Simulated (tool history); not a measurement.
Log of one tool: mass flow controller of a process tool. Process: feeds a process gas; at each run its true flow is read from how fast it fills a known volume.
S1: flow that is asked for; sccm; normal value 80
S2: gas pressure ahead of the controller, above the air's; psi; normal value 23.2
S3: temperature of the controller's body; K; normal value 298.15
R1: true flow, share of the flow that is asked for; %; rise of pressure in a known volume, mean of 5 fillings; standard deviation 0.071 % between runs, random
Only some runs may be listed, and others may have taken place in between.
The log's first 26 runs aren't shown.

run      day  S1    S2      S3      R1
 27   444.25  73  35.8  298.15   97.77
 28  462.292  80  23.2  311.15   97.75
 29  477.362  37  38.4  306.15    98.6
 30   501.95  31  38.4  306.15   98.89
 31  523.604  57  39.7  298.15   98.16
 32  534.871  14  23.2  298.15  100.16
 33  553.792  14  23.2  298.15  100.41
 34  566.483  14  23.2  298.15  100.39
 35  585.375  30  22.2  298.15    98.3
 36  598.504  30  22.2  298.15   98.26
 37  615.388  80  21.8  294.15    96.8
 38  627.729  80  23.2  307.15   97.38
 39  650.358  80  30.2  302.15   97.52
 40  661.104  56  30.2  298.15   97.66
 41  680.912  80  22.3  294.15   96.82
 42  692.429  80  22.3  294.15   96.76
     702.279  -- controller exchanged for a calibrated one
 43  710.117  11  22.8  312.15  100.02
 44  731.179  80  23.2  303.15   99.73
 45  744.388  80  23.2  303.15   99.82
 46  759.708  14    31  311.15  100.68
 47  777.767  80  28.1  300.15     100

Alternative continuations, all from the tool just after run 47; predict every row:
  A  802.492  80  23.2  294.15   ?
  B  802.492  42  40.5  297.15   ?
  C  802.492  80  28.1  293.15   ?
  D  802.492  52  38.3  300.15   ?

run      R1
  A   99.34
  B  100.32
  C   99.57
  D  100.21
With the hidden condition removed and each run's random variation left untouched, the same runs would have given:
run      R1
  A   99.42
  B  100.18
  C   99.65
  D  100.16
